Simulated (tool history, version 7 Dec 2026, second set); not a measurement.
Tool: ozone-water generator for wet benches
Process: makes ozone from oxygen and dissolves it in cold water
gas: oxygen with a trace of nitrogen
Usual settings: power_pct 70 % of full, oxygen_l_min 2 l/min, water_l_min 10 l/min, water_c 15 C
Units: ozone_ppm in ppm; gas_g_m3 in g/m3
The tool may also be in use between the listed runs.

Run 1, day 0: usual settings. Result: ozone_ppm 20.7 ppm, gas_g_m3 276.4 g/m3.
Run 2, day 2.738: usual settings but power_pct 43 % of full. Result: ozone_ppm 14.1 ppm, gas_g_m3 189.7 g/m3.
Run 3, day 4.4: usual settings but power_pct 43 % of full. Result: ozone_ppm 14.1 ppm, gas_g_m3 191 g/m3.
Run 4, day 6.342: usual settings but water_c 21 C. Result: ozone_ppm 19.2 ppm, gas_g_m3 276.5 g/m3.
At day 8.433: water thermometer calibrated.
Run 5, day 9.292: usual settings but oxygen_l_min 1.6 l/min. Result: ozone_ppm 20.7 ppm, gas_g_m3 327.4 g/m3.
Run 6, day 12.729: usual settings but power_pct 40 % of full. Result: ozone_ppm 13.4 ppm, gas_g_m3 182 g/m3.
Run 7, day 15.238: usual settings but power_pct 40 % of full. Result: ozone_ppm 13.5 ppm, gas_g_m3 180.2 g/m3.
Run 8, day 16.942: usual settings. Result: ozone_ppm 20.8 ppm, gas_g_m3 278.6 g/m3.
Run 9, day 19.638: usual settings. Result: ozone_ppm 20.6 ppm, gas_g_m3 278.9 g/m3.
Run 10, day 21.404: usual settings. Result: ozone_ppm 20.7 ppm, gas_g_m3 282.1 g/m3.
Run 11, day 24.867: usual settings. Result: ozone_ppm 20.9 ppm, gas_g_m3 281.2 g/m3.
Run 12, day 27.025: usual settings. Result: ozone_ppm 20.7 ppm, gas_g_m3 280.3 g/m3.
Run 13, day 28.838: usual settings but water_c 13 C. Result: ozone_ppm 21.4 ppm, gas_g_m3 283.7 g/m3.
Run 14, day 32.054: usual settings but water_c 13 C. Result: ozone_ppm 21.1 ppm, gas_g_m3 278.5 g/m3.
Run 15, day 33.571: usual settings but water_c 13 C. Result: ozone_ppm 20.9 ppm, gas_g_m3 282 g/m3.
Run 16, day 36.046: usual settings but power_pct 45 % of full. Result: ozone_ppm 14.8 ppm, gas_g_m3 201.2 g/m3.
Run 17, day 38.683: usual settings but power_pct 45 % of full. Result: ozone_ppm 14.8 ppm, gas_g_m3 203.1 g/m3.
Run 18, day 42.067: usual settings but power_pct 45 % of full. Result: ozone_ppm 14.6 ppm, gas_g_m3 202.1 g/m3.
At day 42.383: gauge calibrated.
Run 19, day 44.342: usual settings but water_l_min 8 l/min. Result: ozone_ppm 25.1 ppm, gas_g_m3 275.6 g/m3.
Run 20, day 46.783: usual settings but water_l_min 8 l/min. Result: ozone_ppm 25.1 ppm, gas_g_m3 277.4 g/m3.

The next listed run, before its measurement:
Run 21, day 48.571: usual settings but oxygen_l_min 2.54 l/min, water_c 14 C. Result: ozone_ppm ?, gas_g_m3 ?.

{"run 21": {"ozone_ppm": 20.5, "gas_g_m3": 233.6}}
Without the tool's hidden state the same run would have given ozone_ppm 20.5 ppm, gas_g_m3 232.8 g/m3.

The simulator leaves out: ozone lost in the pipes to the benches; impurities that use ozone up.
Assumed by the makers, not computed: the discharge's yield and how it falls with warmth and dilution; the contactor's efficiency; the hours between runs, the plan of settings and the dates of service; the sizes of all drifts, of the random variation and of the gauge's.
